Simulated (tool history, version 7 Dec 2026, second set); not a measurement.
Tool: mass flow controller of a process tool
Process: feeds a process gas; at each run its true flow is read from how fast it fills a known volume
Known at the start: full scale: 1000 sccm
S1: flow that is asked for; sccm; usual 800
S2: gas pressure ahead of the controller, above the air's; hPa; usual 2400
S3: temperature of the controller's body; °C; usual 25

run 1 hour=0 | S1=800 S2=2400 S3=25 | true_flow_(%)=99.62
run 2 hour=468.5 | S1=800 S2=2400 S3=25 | true_flow_(%)=99.55
run 3 hour=725.5 | S1=800 S2=2400 S3=25 | true_flow_(%)=99.61
run 4 hour=1030.5 | S1=800 S2=2400 S3=25 | true_flow_(%)=99.6
run 5 hour=1536 | S1=213 S2=2400 S3=25 | true_flow_(%)=98.95
run 6 hour=2012.6 | S1=800 S2=2400 S3=26 | true_flow_(%)=99.62
run 7 hour=2261.7 | S1=800 S2=2400 S3=35 | true_flow_(%)=99.74
run 8 hour=2500.2 | S1=800 S2=2400 S3=35 | true_flow_(%)=99.78
run 9 hour=3061.3 | S1=800 S2=2400 S3=35 | true_flow_(%)=99.81
run 10 hour=3634.6 | S1=800 S2=2400 S3=20 | true_flow_(%)=99.49
run 11 hour=4149.4 | S1=800 S2=2400 S3=25 | true_flow_(%)=99.63
run 12 hour=4555.1 | S1=946 S2=2400 S3=23 | true_flow_(%)=99.58
run 13 hour=4826.6 | S1=192 S2=1570 S3=20 | true_flow_(%)=99.23
run 14 hour=5188.3 | S1=192 S2=1570 S3=20 | true_flow_(%)=99.26
run 15 hour=5520.1 | S1=508 S2=2720 S3=25 | true_flow_(%)=99.18
run 16 hour=6061.8 | S1=739 S2=2230 S3=32 | true_flow_(%)=99.8
run 17 hour=6571.3 | S1=739 S2=2230 S3=32 | true_flow_(%)=99.76
run 18 hour=6988.6 | S1=800 S2=2750 S3=25 | true_flow_(%)=99.37
run 19 hour=7281 | S1=303 S2=1420 S3=25 | true_flow_(%)=99.42

Forecast each of these 5 alternatives for the next run:
run A hour=7567.4 | S1=124 S2=1960 S3=39 | true_flow_(%)=?
run B hour=7567.4 | S1=234 S2=2400 S3=28 | true_flow_(%)=?
run C hour=7567.4 | S1=278 S2=1420 S3=31 | true_flow_(%)=?
run D hour=7567.4 | S1=324 S2=1440 S3=26 | true_flow_(%)=?
run E hour=7567.4 | S1=800 S2=2400 S3=34 | true_flow_(%)=?

run=A true_flow_(%)=99.25
run=B true_flow_(%)=99
run=C true_flow_(%)=99.61
run=D true_flow_(%)=99.39
run=E true_flow_(%)=99.66
Without the tool's hidden state the same runs would have given:
run=A true_flow_(%)=99.21
run=B true_flow_(%)=98.97
run=C true_flow_(%)=99.59
run=D true_flow_(%)=99.37
run=E true_flow_(%)=99.65
